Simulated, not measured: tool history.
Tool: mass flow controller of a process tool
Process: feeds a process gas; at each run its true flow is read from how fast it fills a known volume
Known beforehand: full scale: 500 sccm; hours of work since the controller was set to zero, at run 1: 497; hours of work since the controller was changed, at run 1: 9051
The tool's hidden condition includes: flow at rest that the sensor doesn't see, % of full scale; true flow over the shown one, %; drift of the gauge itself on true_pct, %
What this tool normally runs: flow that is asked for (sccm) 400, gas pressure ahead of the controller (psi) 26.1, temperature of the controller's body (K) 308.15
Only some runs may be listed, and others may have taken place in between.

run    hour  flow that is asked for (sccm)  gas pressure ahead of the controller (psi)  temperature of the controller's body (K)  hours of work since the controller was set to zero  hours of work since the controller was changed  true flow (%)
  1       0                            400                                        26.1                                    308.15                                                 497                                            9051          99.81
  2   218.1                            400                                        26.1                                    308.15                                                 657                                            9211          99.68
  3   492.1                            400                                        26.1                                    308.15                                                 857                                            9412          99.45
  4   707.6                            400                                        26.1                                    295.15                                                1015                                            9569          99.75
  5  1017.2                             93                                        26.1                                    295.15                                                1242                                            9796          99.19
  6  1252.6                             93                                        26.1                                    295.15                                                1414                                            9968          99.03
  7  1436.9                             93                                        26.1                                    295.15                                                1549                                           10103          99.23
  8  1630.4                             93                                        26.1                                    300.15                                                1690                                           10245          98.94
  9    1835                            400                                        26.1                                    309.15                                                1840                                           10395          99.35
 10  2044.6                            400                                        26.1                                    309.15                                                1994                                           10548           99.3
 11  2348.4                            400                                        26.1                                    308.15                                                2216                                           10770           99.2
 12    2582                            400                                        26.1                                    308.15                                                2387                                           10941          99.05
 13  2831.2                            400                                        26.1                                    308.15                                                2570                                           11124          99.03
 14    3044                            400                                        26.1                                    308.15                                                2725                                           11280          99.08
 15  3313.7                            400                                        26.1                                    308.15                                                2923                                           11477          98.98
 16    3514                            400                                        26.1                                    308.15                                                3069                                           11624          99.11
 17  3705.7                            400                                        26.1                                    305.15                                                3210                                           11764          98.91
 18  3974.2                             91                                        26.1                                    305.15                                                3406                                           11961          98.37
 19  4265.1                            400                                        33.8                                    308.15                                                3619                                           12174          98.57
 20  4542.5                             80                                        33.4                                    301.15                                                3822                                           12377          97.94
 21  4803.4                             80                                        36.3                                    301.15                                                4013                                           12568          97.72
 22  4945.4                             80                                        36.3                                    301.15                                                4117                                           12672          97.93
 23  5210.3                            478                                          35                                    304.15                                                4311                                           12865          98.49
 24    5438                            400                                        23.5                                    309.15                                                4478                                           13032          98.67
 25  5598.2                            229                                        38.7                                    308.15                                                4595                                           13149          97.55
 26  5850.3                            345                                        23.6                                    296.15                                                4780                                           13334          98.79
 27  6093.8                            345                                        23.6                                    296.15                                                4958                                           13512          98.73
 28  6272.9                            220                                        35.5                                    310.15                                                5089                                           13643          97.64
 29  6486.1                            220                                        35.5                                    310.15                                                5245                                           13799          97.58
     6619.4  -- controller exchanged for a calibrated one
 30  6619.4                            130                                        21.6                                    299.15                                                   0                                               0          98.35
 31  6892.8                            130                                        21.6                                    299.15                                                 200                                             200          98.12
 32  7157.3                            131                                        30.3                                    299.15                                                 394                                             394           97.7
 33  7448.9                            131                                        30.3                                    299.15                                                 607                                             607          97.67
 34  7627.4                            226                                        33.1                                    302.15                                                 738                                             738          97.67
 35  7924.8                            248                                        23.4                                    295.15                                                 956                                             956          98.23

Hidden condition of the tool, last listed run before each entry between runs versus first listed run after:
After run 29, before run 30: controller exchanged for a calibrated one (hour 6619.4)
  flow at rest that the sensor doesn't see, % of full scale: -0.002 -> 0; true flow over the shown one, %: -0.01 -> 0; drift of the gauge itself on true_pct, %: -1.37 -> -1.4
  measured minus no-state result, true flow (%): -1.37 -> -1.4
